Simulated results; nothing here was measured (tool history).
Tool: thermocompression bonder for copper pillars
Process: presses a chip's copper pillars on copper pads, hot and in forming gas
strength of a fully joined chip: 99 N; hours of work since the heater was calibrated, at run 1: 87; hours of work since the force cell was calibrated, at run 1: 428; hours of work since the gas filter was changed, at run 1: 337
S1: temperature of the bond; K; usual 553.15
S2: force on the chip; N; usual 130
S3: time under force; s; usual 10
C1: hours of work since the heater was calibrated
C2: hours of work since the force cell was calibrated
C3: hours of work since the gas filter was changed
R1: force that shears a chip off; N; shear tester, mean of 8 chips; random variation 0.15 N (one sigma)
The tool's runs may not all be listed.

run 1 hour=0 | S1=553.15 S2=130 S3=10 | C1=87 C2=428 C3=337 | R1=47.7
run 2 hour=7.3 | S1=553.15 S2=130 S3=10 | C1=90 C2=431 C3=341 | R1=48
run 3 hour=14.4 | S1=553.15 S2=130 S3=10 | C1=94 C2=435 C3=344 | R1=47.8
-- hour=23.2 forming gas filter changed
run 4 hour=27.8 | S1=553.15 S2=183 S3=10 | C1=100 C2=441 C3=2 | R1=55.5
run 5 hour=40.4 | S1=549.15 S2=183 S3=10 | C1=106 C2=447 C3=8 | R1=53.1
run 6 hour=56 | S1=549.15 S2=183 S3=10 | C1=113 C2=454 C3=15 | R1=53.1
run 7 hour=65.5 | S1=549.15 S2=183 S3=10 | C1=117 C2=458 C3=20 | R1=53.1
run 8 hour=72.6 | S1=549.15 S2=183 S3=10 | C1=120 C2=462 C3=23 | R1=53.4
run 9 hour=87.2 | S1=549.15 S2=183 S3=10 | C1=127 C2=468 C3=30 | R1=53
run 10 hour=103 | S1=533.15 S2=130 S3=10 | C1=135 C2=476 C3=37 | R1=37.8
run 11 hour=116.4 | S1=533.15 S2=130 S3=10 | C1=141 C2=482 C3=43 | R1=37.6
run 12 hour=131.1 | S1=553.15 S2=164 S3=10 | C1=148 C2=489 C3=50 | R1=53
run 13 hour=148.5 | S1=553.15 S2=130 S3=6 | C1=156 C2=497 C3=58 | R1=39.8
run 14 hour=158.7 | S1=526.15 S2=104 S3=6 | C1=160 C2=501 C3=63 | R1=24.8
run 15 hour=173.8 | S1=553.15 S2=146 S3=10 | C1=167 C2=508 C3=70 | R1=50.4
run 16 hour=183.9 | S1=540.15 S2=130 S3=22 | C1=172 C2=513 C3=74 | R1=54.4
run 17 hour=191.6 | S1=540.15 S2=130 S3=22 | C1=176 C2=517 C3=78 | R1=54.3
run 18 hour=199.1 | S1=541.15 S2=130 S3=10 | C1=179 C2=520 C3=82 | R1=41.8
run 19 hour=206.3 | S1=526.15 S2=130 S3=10 | C1=182 C2=523 C3=85 | R1=34.5
run 20 hour=221.1 | S1=526.15 S2=130 S3=10 | C1=189 C2=530 C3=92 | R1=34.7
run 21 hour=236.4 | S1=542.15 S2=121 S3=7 | C1=196 C2=537 C3=99 | R1=35.8
run 22 hour=252.6 | S1=580.15 S2=130 S3=13 | C1=204 C2=545 C3=106 | R1=66.5
run 23 hour=264.5 | S1=538.15 S2=130 S3=10 | C1=209 C2=550 C3=112 | R1=40.4
run 24 hour=281.6 | S1=570.15 S2=130 S3=11 | C1=217 C2=558 C3=120 | R1=58.4
run 25 hour=296 | S1=549.15 S2=130 S3=10 | C1=224 C2=565 C3=126 | R1=45.9

4 ways to go on from here, each from the tool as it stands after run 25. What would each give?
run A hour=312.8 | S1=567.15 S2=116 S3=10 | C1=232 C2=573 C3=134 | R1=?
run B hour=312.8 | S1=549.15 S2=130 S3=10 | C1=232 C2=573 C3=134 | R1=?
run C hour=312.8 | S1=570.15 S2=189 S3=6 | C1=232 C2=573 C3=134 | R1=?
run D hour=312.8 | S1=553.15 S2=130 S3=6 | C1=232 C2=573 C3=134 | R1=?

run=A R1=52.8
run=B R1=45.7
run=C R1=56.2
run=D R1=39.9
Without the tool's hidden state the same runs would have given:
run=A R1=52.8
run=B R1=45.7
run=C R1=56.2
run=D R1=39.9

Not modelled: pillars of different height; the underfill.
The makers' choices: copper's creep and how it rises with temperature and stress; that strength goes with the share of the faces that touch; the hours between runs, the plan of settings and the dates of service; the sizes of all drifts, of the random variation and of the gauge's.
